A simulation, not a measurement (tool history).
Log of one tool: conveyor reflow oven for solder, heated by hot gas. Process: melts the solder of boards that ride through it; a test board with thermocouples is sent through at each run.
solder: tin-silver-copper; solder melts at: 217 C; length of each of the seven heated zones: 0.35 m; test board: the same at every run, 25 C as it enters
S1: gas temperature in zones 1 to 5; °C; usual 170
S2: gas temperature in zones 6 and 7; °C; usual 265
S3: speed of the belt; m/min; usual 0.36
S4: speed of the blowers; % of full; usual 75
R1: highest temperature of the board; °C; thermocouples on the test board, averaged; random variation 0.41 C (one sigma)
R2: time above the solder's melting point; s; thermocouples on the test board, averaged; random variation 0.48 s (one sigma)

run 1 hour=0 | S1=170 S2=265 S3=0.36 S4=75 | R1=255.3 R2=92.8
run 2 hour=17.5 | S1=170 S2=265 S3=0.36 S4=75 | R1=253.9 R2=91.9
run 3 hour=44.3 | S1=170 S2=265 S3=0.36 S4=75 | R1=253.7 R2=92.7
run 4 hour=58.3 | S1=170 S2=265 S3=0.409 S4=75 | R1=251.6 R2=76.7
run 5 hour=85.1 | S1=170 S2=265 S3=0.409 S4=75 | R1=251.7 R2=76.1
run 6 hour=110.1 | S1=170 S2=265 S3=0.409 S4=75 | R1=251.6 R2=76.5
-- hour=115.4 thermocouples of zones 6 and 7 changed
run 7 hour=131 | S1=170 S2=274 S3=0.36 S4=75 | R1=262.9 R2=100.1
run 8 hour=147 | S1=170 S2=265 S3=0.349 S4=75 | R1=255.5 R2=97.4
run 9 hour=175.1 | S1=170 S2=265 S3=0.36 S4=75 | R1=254.8 R2=93
-- hour=180.5 belt drive overhauled, speed set with a stopwatch
run 10 hour=200.3 | S1=170 S2=265 S3=0.36 S4=82 | R1=256 R2=94
run 11 hour=224.7 | S1=170 S2=265 S3=0.36 S4=82 | R1=256.6 R2=93
run 12 hour=250.3 | S1=170 S2=265 S3=0.36 S4=82 | R1=256 R2=94
run 13 hour=265.4 | S1=170 S2=265 S3=0.36 S4=75 | R1=254.1 R2=92.4
-- hour=276.5 belt drive overhauled, speed set with a stopwatch, once more
run 14 hour=284.7 | S1=167 S2=265 S3=0.36 S4=75 | R1=254.3 R2=88.2
run 15 hour=313.1 | S1=174 S2=265 S3=0.36 S4=75 | R1=254.9 R2=92.3
run 16 hour=336.8 | S1=167 S2=263 S3=0.362 S4=56 | R1=248 R2=80.1
-- hour=361.9 flux residue cleaned out of gas plates and filters
run 17 hour=371.2 | S1=181 S2=265 S3=0.367 S4=62 | R1=254.8 R2=94.8
run 18 hour=391.4 | S1=181 S2=265 S3=0.367 S4=62 | R1=254.4 R2=93
run 19 hour=411.3 | S1=177 S2=257 S3=0.36 S4=75 | R1=248.7 R2=91
run 20 hour=425.5 | S1=177 S2=257 S3=0.36 S4=75 | R1=249.3 R2=89.9
run 21 hour=442.6 | S1=170 S2=259 S3=0.36 S4=68 | R1=249 R2=85.4
run 22 hour=465 | S1=168 S2=254 S3=0.392 S4=69 | R1=242.1 R2=68.1
run 23 hour=491 | S1=155 S2=262 S3=0.392 S4=77 | R1=249.7 R2=71.9
run 24 hour=513.2 | S1=170 S2=276 S3=0.36 S4=75 | R1=265.8 R2=101.1
run 25 hour=533.5 | S1=170 S2=276 S3=0.36 S4=75 | R1=265.2 R2=100.5
run 26 hour=563.6 | S1=181 S2=258 S3=0.36 S4=70 | R1=248.7 R2=91.2
run 27 hour=591.7 | S1=170 S2=279 S3=0.36 S4=75 | R1=268.4 R2=101.9
run 28 hour=612.7 | S1=170 S2=258 S3=0.325 S4=50 | R1=246 R2=90
run 29 hour=628.7 | S1=170 S2=258 S3=0.325 S4=50 | R1=245.8 R2=89.6
run 30 hour=650.9 | S1=180 S2=265 S3=0.307 S4=50 | R1=255.5 R2=114.1

Forecast each of these 3 alternatives for the next run:
run A hour=666.5 | S1=156 S2=270 S3=0.307 S4=50 | R1=? R2=?
run B hour=666.5 | S1=180 S2=262 S3=0.35 S4=50 | R1=? R2=?
run C hour=666.5 | S1=170 S2=265 S3=0.404 S4=75 | R1=? R2=?

run=A R1=257.6 R2=102.5
run=B R1=249.5 R2=92.1
run=C R1=251.3 R2=77.6
Without the tool's hidden state the same runs would have given:
run=A R1=259.9 R2=104.9
run=B R1=251.7 R2=94.5
run=C R1=254.2 R2=80.6

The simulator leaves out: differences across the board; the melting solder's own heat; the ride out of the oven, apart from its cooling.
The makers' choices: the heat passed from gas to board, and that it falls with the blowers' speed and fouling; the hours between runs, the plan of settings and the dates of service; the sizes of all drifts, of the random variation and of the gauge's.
